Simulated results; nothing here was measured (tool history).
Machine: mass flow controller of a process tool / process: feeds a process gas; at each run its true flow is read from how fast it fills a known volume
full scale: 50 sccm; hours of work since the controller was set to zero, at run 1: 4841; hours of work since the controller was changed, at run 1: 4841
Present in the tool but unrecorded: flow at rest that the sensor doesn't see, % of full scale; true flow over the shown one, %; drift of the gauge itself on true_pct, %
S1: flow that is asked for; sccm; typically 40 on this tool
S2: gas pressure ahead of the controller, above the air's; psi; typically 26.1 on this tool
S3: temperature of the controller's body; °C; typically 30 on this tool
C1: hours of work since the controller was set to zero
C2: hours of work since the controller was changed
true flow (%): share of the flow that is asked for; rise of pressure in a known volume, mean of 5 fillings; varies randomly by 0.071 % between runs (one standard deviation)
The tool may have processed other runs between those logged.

run 1 hour=0 | S1=40 S2=26.1 S3=30 | C1=4841 C2=4841 | true_flow_(%)=98.55
run 2 hour=242.4 | S1=40 S2=26.1 S3=30 | C1=4920 C2=4920 | true_flow_(%)=98.46
run 3 hour=649.3 | S1=40 S2=26.1 S3=22 | C1=5051 C2=5051 | true_flow_(%)=98.03
run 4 hour=962.4 | S1=40 S2=26.1 S3=22 | C1=5152 C2=5152 | true_flow_(%)=98.05
run 5 hour=1203.2 | S1=40 S2=23.8 S3=30 | C1=5230 C2=5230 | true_flow_(%)=98.3
run 6 hour=1455 | S1=40 S2=26.1 S3=37 | C1=5311 C2=5311 | true_flow_(%)=98.63
run 7 hour=1723.4 | S1=40 S2=24.2 S3=31 | C1=5398 C2=5398 | true_flow_(%)=98.32
-- hour=1819.4 controller exchanged for a calibrated one
run 8 hour=2095.6 | S1=40 S2=24.2 S3=31 | C1=89 C2=89 | true_flow_(%)=99.86
run 9 hour=2422.5 | S1=40 S2=26.1 S3=23 | C1=195 C2=195 | true_flow_(%)=99.67
run 10 hour=2827.5 | S1=40 S2=21.2 S3=30 | C1=325 C2=325 | true_flow_(%)=99.74
run 11 hour=3081.2 | S1=40 S2=21.2 S3=30 | C1=407 C2=407 | true_flow_(%)=99.72

Selected run-to-run steps in true flow (%), each split into two signed amounts: the part the tool would show with no hidden state at all (from settings, incoming material and random variation), and the remainder, which goes to the hidden state together with any gauge scatter not common to the measured and the hidden-state-free results:
Run 7 -> 8: controller exchanged for a calibrated one. true flow (%) +1.54: hidden state +1.57, all else -0.03.
